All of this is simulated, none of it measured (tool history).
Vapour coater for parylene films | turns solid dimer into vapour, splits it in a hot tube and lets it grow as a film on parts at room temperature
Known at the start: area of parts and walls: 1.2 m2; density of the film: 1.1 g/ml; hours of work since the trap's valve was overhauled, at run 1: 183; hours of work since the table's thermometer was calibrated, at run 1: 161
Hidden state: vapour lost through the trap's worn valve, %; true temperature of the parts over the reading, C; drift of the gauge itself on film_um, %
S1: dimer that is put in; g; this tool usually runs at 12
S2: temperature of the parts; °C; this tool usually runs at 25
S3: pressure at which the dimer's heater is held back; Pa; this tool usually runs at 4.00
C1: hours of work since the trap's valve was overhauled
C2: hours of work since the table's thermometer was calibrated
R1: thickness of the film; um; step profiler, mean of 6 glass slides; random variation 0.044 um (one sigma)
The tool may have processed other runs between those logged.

run,day,S1,S2,S3,C1,C2,R1
1,0.000,12,25,4.00,183,161,4.58
2,0.721,12,25,4.00,191,170,4.59
3,1.492,12,25,4.00,200,178,4.49
4,2.133,12,30,4.00,207,186,3.81
5,3.446,12,30,4.42,222,201,3.68
# day 4.071: trap's valve overhauled
6,4.250,9,30,4.42,2,208,3.04
7,5.621,12,23,4.00,18,223,5.23
8,6.525,21,23,9.80,28,234,7.55
9,7.642,10,35,10.42,41,247,2.36

Run 10 comes next. What will it give?
10,8.642,12,30,11.83,52,258,?

{"run 10": {"R1": 3.28}}
If the tool had no hidden condition, the same run with the same run-to-run variation would have returned R1 3.39 um.
